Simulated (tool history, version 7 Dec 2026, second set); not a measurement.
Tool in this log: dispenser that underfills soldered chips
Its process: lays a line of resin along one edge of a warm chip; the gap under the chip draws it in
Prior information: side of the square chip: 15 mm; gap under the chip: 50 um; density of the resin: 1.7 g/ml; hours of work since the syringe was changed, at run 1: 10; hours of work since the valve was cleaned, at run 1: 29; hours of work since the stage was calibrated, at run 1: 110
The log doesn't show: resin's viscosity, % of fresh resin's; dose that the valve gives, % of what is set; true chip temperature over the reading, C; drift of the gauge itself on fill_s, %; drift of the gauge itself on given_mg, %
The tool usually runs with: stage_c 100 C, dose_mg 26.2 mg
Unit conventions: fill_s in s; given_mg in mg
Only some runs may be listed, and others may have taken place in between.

run   hour  stage_c  dose_mg  hours of work since the syringe was changed  hours of work since the valve was cleaned  hours of work since the stage was calibrated  fill_s  given_mg
  1      0      100     26.2                                           10                                         29                                           110   258.6     26.06
       2.5  -- new syringe of resin
  2    8.1      100     26.2                                            4                                         34                                           116     203     25.72
  3     17      100     26.2                                           10                                         40                                           121   250.1     25.84
      19.2  -- new syringe of resin
  4   26.1      100     26.2                                            5                                         46                                           127   207.2     25.79
      36.2  -- new syringe of resin
  5   37.5       96     26.2                                            1                                         53                                           135   218.5     25.54
  6   43.8       96     26.2                                            5                                         58                                           139   254.7     25.31
      53.6  -- new syringe of resin
  7   54.9      109     26.2                                            1                                         65                                           146     128     25.17
  8   61.2      100     33.5                                            5                                         69                                           150   202.8     32.37
        71  -- new syringe of resin
  9   72.7      100     33.5                                            1                                         76                                           158   174.3     32.15
        84  -- dispensing valve cleaned and set on the balance
 10   84.1      100     26.2                                            8                                          0                                           165   236.3     26.09
      88.7  -- new syringe of resin
 11   93.5       95     26.2                                            3                                          6                                           171   242.2     25.92
 12  100.2      110     26.2                                            8                                         11                                           175   150.5      25.9
     105.7  -- new syringe of resin
 13  110.5      104     26.2                                            3                                         17                                           182   168.6     25.73
 14  117.3       92     30.7                                            8                                         22                                           187   313.4     30.25
     122.7  -- new syringe of resin
 15  125.9       96     26.4                                            2                                         27                                           192   227.3     25.96
 16    136      113     24.5                                            9                                         34                                           199     146        24
       140  -- new syringe of resin
 17  142.7      112     28.5                                            2                                         38                                           203   108.8     27.92
 18  153.2       90     33.6                                            9                                         46                                           210   345.8     32.72
     157.3  -- new syringe of resin
 19  162.4      100       25                                            3                                         51                                           216   197.5     24.29
 20  171.6       88     32.9                                           10                                         58                                           222   393.3     31.77
     174.4  -- new syringe of resin
 21  180.8       88     32.9                                            4                                         64                                           228   336.8     31.72
     191.4  -- new syringe of resin
 22  191.5       89     25.3                                            0                                         71                                           235   283.3     24.45
 23  196.7       89     25.3                                            4                                         74                                           239   321.7     24.25

3 options for the next run, each taken on its own from the tool as it stands now. Forecast them:
  A   202      100     23.8                                            7                                         78                                           242       ?         ?
  B   202       98     25.1                                            7                                         78                                           242       ?         ?
  C   202      115     29.8                                            7                                         78                                           242       ?         ?

run  fill_s  given_mg
  A   230.8      22.7
  B   246.3        24
  C   120.1     28.73
What these runs would have given with no unlogged condition in the tool:
run  fill_s  given_mg
  A   190.9     23.66
  B   204.5     25.01
  C    99.7     29.94

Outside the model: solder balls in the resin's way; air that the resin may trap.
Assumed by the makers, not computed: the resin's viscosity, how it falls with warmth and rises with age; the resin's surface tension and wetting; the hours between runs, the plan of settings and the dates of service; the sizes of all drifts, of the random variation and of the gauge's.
